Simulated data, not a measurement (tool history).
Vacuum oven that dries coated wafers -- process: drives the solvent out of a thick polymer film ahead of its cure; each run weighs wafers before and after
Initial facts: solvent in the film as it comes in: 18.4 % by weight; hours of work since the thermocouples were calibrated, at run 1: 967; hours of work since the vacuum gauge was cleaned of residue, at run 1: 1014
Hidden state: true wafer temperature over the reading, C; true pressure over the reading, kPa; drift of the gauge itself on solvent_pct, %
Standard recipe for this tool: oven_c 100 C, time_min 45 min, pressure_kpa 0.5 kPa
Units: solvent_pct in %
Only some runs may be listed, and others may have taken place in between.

run     day  oven_c  time_min  pressure_kpa  hours of work since the thermocouples were calibrated  hours of work since the vacuum gauge was cleaned of residue  solvent_pct
  1       0     100        45           0.5                                                    967                                                         1014         1.19
  2   1.096     100        45         1.688                                                    988                                                         1035         1.74
  3   2.158     100        45           0.5                                                   1008                                                         1055         1.12
  4   3.346     100        45           0.5                                                   1031                                                         1078         1.19
  5   4.525     100        45           0.5                                                   1054                                                         1101         1.18
  6   5.962     100        45           0.5                                                   1081                                                         1128         1.19
  7   7.367     100        45           0.5                                                   1108                                                         1155         1.23
  8   8.696     100        39           0.5                                                   1134                                                         1180          1.5
  9   9.933     114        34         0.758                                                   1157                                                         1204         0.67
 10    10.7     111        23         0.294                                                   1172                                                         1219         1.53
 11  11.342     100        28           0.5                                                   1184                                                         1231         2.85
 12  11.954     100        28           0.5                                                   1196                                                         1243         2.77
 13  13.062     108        75         0.267                                                   1217                                                         1264         0.22
 14  13.946     108        75         0.267                                                   1234                                                         1281          0.3
 15  14.642     114        56         1.724                                                   1248                                                         1294         0.65
 16  15.871     100        48         1.151                                                   1271                                                         1318         1.44

Forecast each of these 3 alternatives for the next run:
  A  17.025     100        42         1.989                                                   1293                                                         1340            ?
  B  17.025     100        35           0.5                                                   1293                                                         1340            ?
  C  17.025      92        53         0.463                                                   1293                                                         1340            ?

run  solvent_pct
  A         2.02
  B         2.04
  C         1.97
Had the tool no hidden state, the same runs would have come out as:
run  solvent_pct
  A         1.49
  B         1.49
  C         1.35

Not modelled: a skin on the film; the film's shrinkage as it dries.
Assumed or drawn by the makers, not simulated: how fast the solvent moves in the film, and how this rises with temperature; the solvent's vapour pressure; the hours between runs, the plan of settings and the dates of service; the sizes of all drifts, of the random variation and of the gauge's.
